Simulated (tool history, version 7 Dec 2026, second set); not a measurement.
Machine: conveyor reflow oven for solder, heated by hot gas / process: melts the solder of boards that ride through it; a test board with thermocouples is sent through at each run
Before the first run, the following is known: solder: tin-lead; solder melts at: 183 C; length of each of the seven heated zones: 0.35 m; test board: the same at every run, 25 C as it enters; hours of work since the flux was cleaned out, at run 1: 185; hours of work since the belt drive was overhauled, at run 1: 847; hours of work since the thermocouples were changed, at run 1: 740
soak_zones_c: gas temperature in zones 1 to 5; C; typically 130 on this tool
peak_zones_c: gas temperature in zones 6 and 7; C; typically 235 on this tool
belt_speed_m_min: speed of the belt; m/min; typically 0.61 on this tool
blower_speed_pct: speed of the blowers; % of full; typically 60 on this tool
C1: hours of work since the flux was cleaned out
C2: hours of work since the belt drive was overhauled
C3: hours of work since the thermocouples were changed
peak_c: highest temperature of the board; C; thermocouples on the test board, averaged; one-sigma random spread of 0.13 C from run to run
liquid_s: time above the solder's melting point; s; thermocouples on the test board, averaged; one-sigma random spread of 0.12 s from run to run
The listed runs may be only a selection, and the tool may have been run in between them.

run 1 day=0.000 | soak_zones_c=130 peak_zones_c=235 belt_speed_m_min=0.61 blower_speed_pct=60 | C1=185 C2=847 C3=740 | peak_c=214.5 liquid_s=47.9
run 2 day=0.721 | soak_zones_c=130 peak_zones_c=235 belt_speed_m_min=0.61 blower_speed_pct=60 | C1=194 C2=857 C3=749 | peak_c=214.7 liquid_s=47.6
run 3 day=1.492 | soak_zones_c=130 peak_zones_c=235 belt_speed_m_min=0.61 blower_speed_pct=60 | C1=204 C2=867 C3=759 | peak_c=214.5 liquid_s=47.8
-- day=2.129 belt drive overhauled, speed set with a stopwatch
run 4 day=3.042 | soak_zones_c=130 peak_zones_c=235 belt_speed_m_min=0.61 blower_speed_pct=60 | C1=221 C2=12 C3=777 | peak_c=213.8 liquid_s=46.1
run 5 day=4.433 | soak_zones_c=130 peak_zones_c=235 belt_speed_m_min=0.61 blower_speed_pct=60 | C1=239 C2=29 C3=795 | peak_c=213.6 liquid_s=46.1
run 6 day=5.925 | soak_zones_c=118 peak_zones_c=235 belt_speed_m_min=0.61 blower_speed_pct=60 | C1=258 C2=49 C3=814 | peak_c=211.1 liquid_s=40.7
run 7 day=7.125 | soak_zones_c=130 peak_zones_c=235 belt_speed_m_min=0.61 blower_speed_pct=60 | C1=273 C2=64 C3=829 | peak_c=213.1 liquid_s=45.7
run 8 day=8.133 | soak_zones_c=130 peak_zones_c=235 belt_speed_m_min=0.61 blower_speed_pct=60 | C1=286 C2=77 C3=842 | peak_c=213.4 liquid_s=45.7
-- day=8.608 flux residue cleaned out of gas plates and filters
run 9 day=9.192 | soak_zones_c=130 peak_zones_c=235 belt_speed_m_min=0.61 blower_speed_pct=60 | C1=7 C2=88 C3=853 | peak_c=212.3 liquid_s=45.0
run 10 day=10.667 | soak_zones_c=130 peak_zones_c=235 belt_speed_m_min=0.61 blower_speed_pct=60 | C1=26 C2=106 C3=872 | peak_c=212.4 liquid_s=45.1
-- day=11.788 flux residue cleaned out of gas plates and filters, once more
run 11 day=12.446 | soak_zones_c=130 peak_zones_c=235 belt_speed_m_min=0.61 blower_speed_pct=60 | C1=8 C2=127 C3=892 | peak_c=215.2 liquid_s=47.7
run 12 day=13.862 | soak_zones_c=130 peak_zones_c=235 belt_speed_m_min=0.61 blower_speed_pct=60 | C1=26 C2=145 C3=910 | peak_c=214.9 liquid_s=47.4
run 13 day=15.550 | soak_zones_c=130 peak_zones_c=235 belt_speed_m_min=0.61 blower_speed_pct=60 | C1=48 C2=166 C3=931 | peak_c=215.0 liquid_s=47.3
run 14 day=16.388 | soak_zones_c=130 peak_zones_c=235 belt_speed_m_min=0.61 blower_speed_pct=60 | C1=59 C2=177 C3=942 | peak_c=214.6 liquid_s=47.2
run 15 day=17.404 | soak_zones_c=130 peak_zones_c=235 belt_speed_m_min=0.61 blower_speed_pct=60 | C1=72 C2=190 C3=955 | peak_c=214.8 liquid_s=47.4
run 16 day=18.354 | soak_zones_c=129 peak_zones_c=235 belt_speed_m_min=0.61 blower_speed_pct=60 | C1=84 C2=202 C3=967 | peak_c=214.3 liquid_s=46.6
run 17 day=19.921 | soak_zones_c=129 peak_zones_c=235 belt_speed_m_min=0.61 blower_speed_pct=60 | C1=104 C2=222 C3=987 | peak_c=214.1 liquid_s=46.8
-- day=20.700 thermocouples of zones 6 and 7 changed
run 18 day=21.204 | soak_zones_c=118 peak_zones_c=234 belt_speed_m_min=0.61 blower_speed_pct=60 | C1=119 C2=237 C3=6 | peak_c=212.0 liquid_s=42.1
run 19 day=22.042 | soak_zones_c=118 peak_zones_c=234 belt_speed_m_min=0.61 blower_speed_pct=60 | C1=130 C2=248 C3=17 | peak_c=211.6 liquid_s=41.9
run 20 day=23.075 | soak_zones_c=118 peak_zones_c=234 belt_speed_m_min=0.61 blower_speed_pct=60 | C1=143 C2=261 C3=30 | peak_c=211.9 liquid_s=41.8

The next listed run, before its measurement:
run 21 day=24.142 | soak_zones_c=130 peak_zones_c=235 belt_speed_m_min=0.61 blower_speed_pct=53 | C1=157 C2=275 C3=44 | peak_c=? liquid_s=?

Run 21 measured peak_c 212.2 C, liquid_s 44.9 s.
On a tool with no hidden condition, and with the same random variation, this run would have come out at peak_c 213.3 C, liquid_s 45.6 s.
